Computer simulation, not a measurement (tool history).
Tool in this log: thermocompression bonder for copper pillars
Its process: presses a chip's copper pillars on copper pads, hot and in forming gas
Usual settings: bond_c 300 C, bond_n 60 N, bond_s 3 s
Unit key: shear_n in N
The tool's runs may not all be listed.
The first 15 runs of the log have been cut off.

run	hour	bond_c	bond_n	bond_s	hours of work since the heater was calibrated	hours of work since the force cell was calibrated	hours of work since the gas filter was changed	shear_n
16	189.6	300	63	3	572	412	59	83
17	205.8	300	76	3	585	425	72	94.5
18	217.4	300	76	3	594	434	81	95.2
19	231.1	300	76	3	605	445	92	95
20	243.9	300	76	3	615	455	102	95.4
21	253.9	300	76	3	622	462	110	95.3
22	263.7	300	73	3	630	470	118	92.5
# hour 265.7: forming gas filter changed
23	278.8	300	73	3	642	482	10	92.9
24	291	271	60	3	651	491	20	60.2
25	306.9	300	60	2	664	504	32	70.8
26	318.4	329	38	7	673	513	42	94.9
27	327.7	300	82	3	680	520	49	100.5
28	338.9	300	82	3	689	529	58	100.7
29	350	300	82	3	698	538	66	99.8
30	363.6	300	82	3	708	548	77	100.5
31	376.4	291	60	2	718	558	87	64.9
# hour 386.6: heater calibrated with a thermocouple chip
32	393.7	291	60	2	6	570	99	64.5
33	406.4	301	68	3	16	580	109	89.2
34	416.7	273	60	3	24	589	117	62.2
# hour 419.2: forming gas filter changed
35	430.4	273	60	3	34	599	9	62.3
36	446.7	323	46	4	47	612	22	89.2
# hour 454.8: gauge calibrated
37	461.4	300	47	3	58	623	33	65.7
38	475.9	294	60	3	70	635	45	75.4
39	492.5	290	60	3	83	648	58	72.7

5 options for the next run, each taken on its own from the tool as it stands now. Forecast them:
A	500.1	280	79	3	89	654	64	?
B	500.1	291	65	2	89	654	64	?
C	500.1	283	60	3	89	654	64	?
D	500.1	289	41	3	89	654	64	?
E	500.1	324	60	3	89	654	64	?

run	shear_n
A	81.5
B	67.4
C	68.4
D	52.2
E	95.5
With no hidden state in the tool, these same runs would have given:
run	shear_n
A	81.3
B	67.2
C	68.2
D	52
E	95.2

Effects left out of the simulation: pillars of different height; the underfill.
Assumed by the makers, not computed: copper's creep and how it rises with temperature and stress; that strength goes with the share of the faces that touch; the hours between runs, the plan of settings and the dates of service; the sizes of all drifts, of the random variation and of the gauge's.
